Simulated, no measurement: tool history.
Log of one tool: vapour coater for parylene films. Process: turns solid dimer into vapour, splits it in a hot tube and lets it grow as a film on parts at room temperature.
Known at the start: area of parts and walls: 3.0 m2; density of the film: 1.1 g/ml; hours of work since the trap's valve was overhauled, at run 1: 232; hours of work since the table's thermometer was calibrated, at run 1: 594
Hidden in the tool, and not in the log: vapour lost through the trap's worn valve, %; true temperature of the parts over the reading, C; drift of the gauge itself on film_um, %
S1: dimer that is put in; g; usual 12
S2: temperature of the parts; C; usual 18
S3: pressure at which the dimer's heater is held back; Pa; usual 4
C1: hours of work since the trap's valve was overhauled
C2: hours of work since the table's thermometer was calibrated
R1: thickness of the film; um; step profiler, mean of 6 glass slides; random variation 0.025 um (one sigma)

run 1 hour=0 | S1=12 S2=18 S3=4 | C1=232 C2=594 | R1=1.72
-- hour=45.1 trap's valve overhauled
run 2 hour=83.6 | S1=12 S2=18 S3=4 | C1=24 C2=643 | R1=1.58
run 3 hour=148.5 | S1=12 S2=18 S3=4 | C1=64 C2=683 | R1=1.53
run 4 hour=211.6 | S1=12 S2=18 S3=4 | C1=103 C2=722 | R1=1.54
run 5 hour=253.2 | S1=12 S2=18 S3=4 | C1=128 C2=747 | R1=1.48
-- hour=293.4 trap's valve overhauled, once more
run 6 hour=308.5 | S1=12 S2=14 S3=4 | C1=9 C2=779 | R1=2.3
run 7 hour=349.1 | S1=12 S2=14 S3=4 | C1=34 C2=804 | R1=2.3
run 8 hour=429.8 | S1=12 S2=14 S3=4 | C1=84 C2=854 | R1=2.26
run 9 hour=506 | S1=12 S2=14 S3=4 | C1=131 C2=900 | R1=2.19
run 10 hour=559 | S1=12 S2=14 S3=4 | C1=163 C2=933 | R1=2.18
run 11 hour=609.8 | S1=12 S2=14 S3=4 | C1=195 C2=964 | R1=2.15
run 12 hour=642.8 | S1=12 S2=18 S3=4 | C1=215 C2=985 | R1=1.75
run 13 hour=709.3 | S1=12 S2=18 S3=4 | C1=256 C2=1026 | R1=1.76
-- hour=720.3 trap's valve overhauled
run 14 hour=759.5 | S1=12 S2=18 S3=4 | C1=24 C2=1054 | R1=1.97
run 15 hour=807.2 | S1=12 S2=15 S3=4 | C1=53 C2=1083 | R1=2.24
run 16 hour=872.6 | S1=12 S2=10 S3=4 | C1=94 C2=1124 | R1=2.75
run 17 hour=944.3 | S1=12 S2=10 S3=4 | C1=138 C2=1168 | R1=2.69
run 18 hour=983 | S1=9 S2=18 S3=4 | C1=162 C2=1192 | R1=1.39
run 19 hour=1032.7 | S1=9 S2=18 S3=4 | C1=192 C2=1222 | R1=1.29
run 20 hour=1076.7 | S1=9 S2=18 S3=4 | C1=219 C2=1249 | R1=1.35
run 21 hour=1136.3 | S1=9 S2=18 S3=4 | C1=256 C2=1286 | R1=1.27
-- hour=1146.1 trap's valve overhauled
run 22 hour=1212.4 | S1=9 S2=18 S3=4 | C1=41 C2=1330 | R1=1.48
-- hour=1231.1 table's thermometer calibrated
run 23 hour=1276.5 | S1=12 S2=18 S3=4 | C1=80 C2=28 | R1=1.75
run 24 hour=1352.5 | S1=5 S2=22 S3=3.45 | C1=126 C2=75 | R1=0.6
run 25 hour=1400.2 | S1=12 S2=18 S3=8.15 | C1=156 C2=104 | R1=1.61
run 26 hour=1452.3 | S1=14 S2=18 S3=8.15 | C1=188 C2=136 | R1=1.87
run 27 hour=1505.4 | S1=6 S2=11 S3=4.83 | C1=221 C2=169 | R1=1.16
run 28 hour=1540.7 | S1=9 S2=18 S3=3.35 | C1=242 C2=191 | R1=1.25
-- hour=1572.9 trap's valve overhauled
run 29 hour=1606.7 | S1=10 S2=11 S3=3.35 | C1=21 C2=229 | R1=2.19
run 30 hour=1682.8 | S1=22 S2=23 S3=2.76 | C1=68 C2=276 | R1=2.73
run 31 hour=1763.7 | S1=22 S2=12 S3=2.38 | C1=117 C2=325 | R1=4.52
run 32 hour=1829.7 | S1=18 S2=24 S3=2.38 | C1=158 C2=366 | R1=2.13
run 33 hour=1888.6 | S1=12 S2=22 S3=3.81 | C1=194 C2=402 | R1=1.42
run 34 hour=1945.5 | S1=12 S2=22 S3=3.81 | C1=229 C2=437 | R1=1.43
run 35 hour=1985.7 | S1=12 S2=22 S3=3.81 | C1=254 C2=462 | R1=1.41
-- hour=1994.8 trap's valve overhauled
run 36 hour=2047.2 | S1=21 S2=22 S3=6.68 | C1=32 C2=497 | R1=2.58
run 37 hour=2117.9 | S1=12 S2=15 S3=10.74 | C1=76 C2=541 | R1=1.94
run 38 hour=2165.3 | S1=12 S2=18 S3=2.9 | C1=105 C2=570 | R1=1.88
run 39 hour=2238.1 | S1=12 S2=18 S3=2.9 | C1=150 C2=615 | R1=1.8
run 40 hour=2310.6 | S1=15 S2=23 S3=2.25 | C1=194 C2=659 | R1=1.82
run 41 hour=2354.5 | S1=10 S2=14 S3=4 | C1=221 C2=686 | R1=1.71
run 42 hour=2404.9 | S1=10 S2=14 S3=4 | C1=252 C2=718 | R1=1.71
-- hour=2417.7 trap's valve overhauled
run 43 hour=2474 | S1=13 S2=10 S3=10.36 | C1=35 C2=758 | R1=2.68
run 44 hour=2542.1 | S1=11 S2=18 S3=4 | C1=77 C2=800 | R1=1.67
run 45 hour=2614.6 | S1=6 S2=21 S3=4 | C1=121 C2=844 | R1=0.8
run 46 hour=2682.5 | S1=6 S2=19 S3=2.7 | C1=163 C2=886 | R1=0.88

4 ways to go on from here, each from the tool as it stands after run 46. What would each give?
run A hour=2737.6 | S1=14 S2=20 S3=7.47 | C1=197 C2=920 | R1=?
run B hour=2737.6 | S1=8 S2=19 S3=11.54 | C1=197 C2=920 | R1=?
run C hour=2737.6 | S1=6 S2=22 S3=2.11 | C1=197 C2=920 | R1=?
run D hour=2737.6 | S1=12 S2=28 S3=4 | C1=197 C2=920 | R1=?

run=A R1=1.79
run=B R1=1.03
run=C R1=0.79
run=D R1=1.06
Without the tool's hidden state the same runs would have given:
run=A R1=1.88
run=B R1=1.08
run=C R1=0.83
run=D R1=1.12
